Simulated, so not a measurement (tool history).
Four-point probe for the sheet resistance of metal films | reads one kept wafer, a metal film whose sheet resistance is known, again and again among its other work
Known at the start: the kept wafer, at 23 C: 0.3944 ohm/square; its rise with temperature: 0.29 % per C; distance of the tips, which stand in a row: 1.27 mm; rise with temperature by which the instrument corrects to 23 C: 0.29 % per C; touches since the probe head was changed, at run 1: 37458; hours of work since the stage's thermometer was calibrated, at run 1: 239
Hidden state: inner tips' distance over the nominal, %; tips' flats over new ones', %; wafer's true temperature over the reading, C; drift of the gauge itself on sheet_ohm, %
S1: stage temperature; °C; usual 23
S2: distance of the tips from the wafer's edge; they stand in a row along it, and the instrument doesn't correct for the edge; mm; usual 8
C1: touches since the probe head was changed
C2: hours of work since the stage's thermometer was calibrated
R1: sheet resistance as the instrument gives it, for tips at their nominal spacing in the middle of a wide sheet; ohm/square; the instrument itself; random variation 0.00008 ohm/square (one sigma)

run 1 hour=0 | S1=23 S2=8 | C1=37458 C2=239 | R1=0.399596
run 2 hour=14.4 | S1=29 S2=8 | C1=37848 C2=248 | R1=0.399561
run 3 hour=30.9 | S1=29 S2=30 | C1=38291 C2=258 | R1=0.394771
run 4 hour=37.9 | S1=29 S2=30 | C1=38481 C2=262 | R1=0.394714
run 5 hour=46.2 | S1=29 S2=30 | C1=38705 C2=268 | R1=0.394805
run 6 hour=63 | S1=29 S2=30 | C1=39158 C2=278 | R1=0.394727
run 7 hour=74.3 | S1=29 S2=30 | C1=39463 C2=285 | R1=0.39468
run 8 hour=86.5 | S1=29 S2=30 | C1=39793 C2=293 | R1=0.394581
run 9 hour=103.5 | S1=29 S2=30 | C1=40251 C2=303 | R1=0.394545
run 10 hour=111 | S1=29 S2=30 | C1=40455 C2=308 | R1=0.394604
run 11 hour=119.9 | S1=29 S2=30 | C1=40694 C2=313 | R1=0.394642
run 12 hour=136.3 | S1=29 S2=30 | C1=41139 C2=324 | R1=0.394636
run 13 hour=146.1 | S1=23 S2=8 | C1=41403 C2=330 | R1=0.399555
run 14 hour=160 | S1=23 S2=8 | C1=41778 C2=339 | R1=0.399451
run 15 hour=171.2 | S1=23 S2=8 | C1=42080 C2=345 | R1=0.399313
run 16 hour=181 | S1=23 S2=8 | C1=42344 C2=352 | R1=0.399472
run 17 hour=190 | S1=23 S2=8 | C1=42589 C2=357 | R1=0.399527
run 18 hour=201.7 | S1=23 S2=8 | C1=42903 C2=364 | R1=0.399527
run 19 hour=211.8 | S1=23 S2=8 | C1=43175 C2=371 | R1=0.399425
run 20 hour=227.1 | S1=23 S2=8 | C1=43589 C2=380 | R1=0.39944
run 21 hour=237.8 | S1=23 S2=8 | C1=43879 C2=387 | R1=0.399403
run 22 hour=247.3 | S1=23 S2=8 | C1=44136 C2=393 | R1=0.399362
run 23 hour=254.9 | S1=33 S2=8 | C1=44339 C2=398 | R1=0.399457
run 24 hour=270.5 | S1=31 S2=6 | C1=44760 C2=407 | R1=0.403377
run 25 hour=280.3 | S1=32 S2=20 | C1=45027 C2=413 | R1=0.394922
run 26 hour=290.1 | S1=25 S2=39 | C1=45291 C2=420 | R1=0.394181
run 27 hour=302.6 | S1=22 S2=15 | C1=45627 C2=427 | R1=0.395448
run 28 hour=312.2 | S1=23 S2=32 | C1=45888 C2=433 | R1=0.394401
run 29 hour=319.4 | S1=23 S2=26 | C1=46082 C2=438 | R1=0.394384
run 30 hour=328.4 | S1=33 S2=12 | C1=46325 C2=443 | R1=0.396458
run 31 hour=339.4 | S1=33 S2=12 | C1=46622 C2=450 | R1=0.396304
run 32 hour=346.4 | S1=31 S2=51 | C1=46810 C2=455 | R1=0.394163
run 33 hour=354.1 | S1=32 S2=49 | C1=47019 C2=459 | R1=0.394199
run 34 hour=361.9 | S1=33 S2=46 | C1=47230 C2=464 | R1=0.394139
run 35 hour=374 | S1=33 S2=46 | C1=47556 C2=472 | R1=0.394166
run 36 hour=390 | S1=25 S2=6 | C1=47988 C2=482 | R1=0.403329
run 37 hour=402 | S1=25 S2=33 | C1=48312 C2=489 | R1=0.39426
run 38 hour=412.7 | S1=28 S2=16 | C1=48602 C2=496 | R1=0.395268
run 39 hour=429.3 | S1=19 S2=4 | C1=49049 C2=506 | R1=0.414083
run 40 hour=437.5 | S1=22 S2=46 | C1=49269 C2=511 | R1=0.394098
run 41 hour=453.9 | S1=34 S2=29 | C1=49714 C2=522 | R1=0.394366
run 42 hour=462.3 | S1=19 S2=28 | C1=49941 C2=527 | R1=0.394251
run 43 hour=478.7 | S1=18 S2=8 | C1=50384 C2=537 | R1=0.399194
run 44 hour=485.6 | S1=21 S2=6 | C1=50570 C2=541 | R1=0.40319

Some steps in R1 between neighbouring runs. How much of each would the tool show without its hidden state too (settings, what came in, random variation), and how much is left for the hidden state, with any gauge scatter that isn't in both results?
Run 35 -> 36: S1 33 -> 25, S2 46 -> 6. R1 +0.009163 ohm/square: hidden state -0.00003, all else +0.009193.
Run 38 -> 39: S1 28 -> 19, S2 16 -> 4. R1 +0.018815 ohm/square: hidden state -0.000044, all else +0.018859.
Run 39 -> 40: S1 19 -> 22, S2 4 -> 46. R1 -0.019985 ohm/square: hidden state +0.000016, all else -0.020001.
Run 42 -> 43: S1 19 -> 18, S2 28 -> 8. R1 +0.004943 ohm/square: hidden state -0.000024, all else +0.004967.
